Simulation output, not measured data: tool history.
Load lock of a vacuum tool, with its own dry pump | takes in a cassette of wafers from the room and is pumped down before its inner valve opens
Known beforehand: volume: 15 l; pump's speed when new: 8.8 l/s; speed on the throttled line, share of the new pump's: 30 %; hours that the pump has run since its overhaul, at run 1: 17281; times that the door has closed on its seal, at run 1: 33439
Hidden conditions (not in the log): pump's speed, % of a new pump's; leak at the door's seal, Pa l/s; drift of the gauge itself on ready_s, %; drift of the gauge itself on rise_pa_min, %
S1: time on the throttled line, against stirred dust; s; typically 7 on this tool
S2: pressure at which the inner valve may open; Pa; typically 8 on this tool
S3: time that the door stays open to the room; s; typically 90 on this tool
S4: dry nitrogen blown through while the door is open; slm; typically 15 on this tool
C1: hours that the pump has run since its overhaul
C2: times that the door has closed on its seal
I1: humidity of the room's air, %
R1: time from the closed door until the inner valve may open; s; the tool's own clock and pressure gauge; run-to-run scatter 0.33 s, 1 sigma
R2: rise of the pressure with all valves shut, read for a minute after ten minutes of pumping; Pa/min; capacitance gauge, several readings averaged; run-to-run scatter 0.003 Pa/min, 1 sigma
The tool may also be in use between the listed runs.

run	hour	S1	S2	S3	S4	C1	C2	I1	R1	R2
1	0	7	8	90	15	17281	33439	44.7	25.2	0.498
# hour 182.7: dry pump taken out, an overhauled one fitted
2	440.8	7	8	90	20	258	34071	43.5	21.8	0.504
3	708.2	7	8	90	20	526	34460	45.4	22.1	0.507
4	976.5	7	8	90	20	794	34850	45.2	21.6	0.526
5	1354.7	7	8	90	20	1172	35400	45.5	21.9	0.542
6	1889.3	7	8	90	15	1707	36177	44.2	21.6	0.56
7	2407.8	7	8	90	15	2225	36931	45.4	21.8	0.572
8	2916	7	8	90	15	2733	37670	44.4	22	0.582
9	3235.7	7	8	90	15	3053	38134	46.3	22.1	0.588
10	3648.3	7	8	90	15	3466	38734	48.5	21.5	0.608
11	3912.3	7	8	90	15	3730	39118	44.6	22.6	0.612
12	4228	8	8	90	15	4045	39577	47.8	23.3	0.631
# hour 4601.8: door's seal changed, seat wiped
13	4616.2	7	8	90	15	4432	21	48.9	22.2	0.053
14	5006.4	7	8	36	15	4822	588	42.8	22.6	0.037
15	5261	7	14	36	15	5077	958	44.4	21.8	0.035
16	5595.1	7	14	36	15	5411	1444	44.2	21.3	0.042
17	5966.6	7	14	36	15	5782	1984	46.4	20.9	0.046
18	6329.2	7	8	90	15	6145	2511	45.7	22.3	0.064
19	6648	7	8	33	15	6464	2975	45.8	22.2	0.046
20	6928.8	4	10	88	27	6745	3383	40.6	20.5	0.058
21	7434.7	11	7	90	15	7250	4118	45	25.8	0.074
22	7858.8	11	7	90	15	7675	4735	43.9	25.8	0.072
23	8361.8	11	7	90	15	8178	5466	45.8	26	0.084
24	8599	11	7	90	15	8415	5811	45.2	26.2	0.083
25	8971.3	4	7	90	15	8787	6352	43.4	21.8	0.089
26	9249.4	7	10	90	15	9065	6757	47.8	22.9	0.089
27	9662.3	8	8	75	9	9478	7357	42.6	23.7	0.09
28	10207.6	8	8	45	9	10023	8150	44.8	24.1	0.094
29	10584.3	13	8	207	9	10400	8697	41.5	27.4	0.142
30	11001.6	5	8	207	29	10817	9304	44.6	22.3	0.117
31	11429.4	7	8	45	44	11245	9926	42.6	23.8	0.089
32	11893.2	5	13	240	16	11709	10600	45.7	21.8	0.149
33	12265.4	5	14	166	12	12081	11141	47.2	21	0.149
34	12515.7	5	14	166	12	12332	11505	44.6	22.1	0.144
35	13000.3	5	14	129	30	12816	12210	42.1	21.7	0.128
36	13284	9	8	28	22	13100	12622	44.5	25.4	0.116

Each run again, without the hidden state but with its own random variation kept:
run	R1	R2
1	21.3	0.05
2	21.4	0.046
3	21.7	0.046
4	21.1	0.046
5	21.4	0.053
6	21	0.053
7	21.1	0.051
8	21.2	0.048
9	21.2	0.05
10	20.6	0.05
11	21.7	0.05
12	22.3	0.059
13	21.1	0.052
14	21.5	0.033
15	20.6	0.029
16	20.1	0.034
17	19.6	0.035
18	20.9	0.05
19	20.7	0.031
20	18.9	0.04
21	24.3	0.052
22	24.2	0.046
23	24.3	0.055
24	24.5	0.051
25	19.7	0.052
26	20.9	0.05
27	21.6	0.047
28	22	0.043
29	25.4	0.086
30	19.9	0.058
31	21.3	0.026
32	19.3	0.079
33	18.4	0.075
34	19.5	0.067
35	18.9	0.044
36	22.6	0.028

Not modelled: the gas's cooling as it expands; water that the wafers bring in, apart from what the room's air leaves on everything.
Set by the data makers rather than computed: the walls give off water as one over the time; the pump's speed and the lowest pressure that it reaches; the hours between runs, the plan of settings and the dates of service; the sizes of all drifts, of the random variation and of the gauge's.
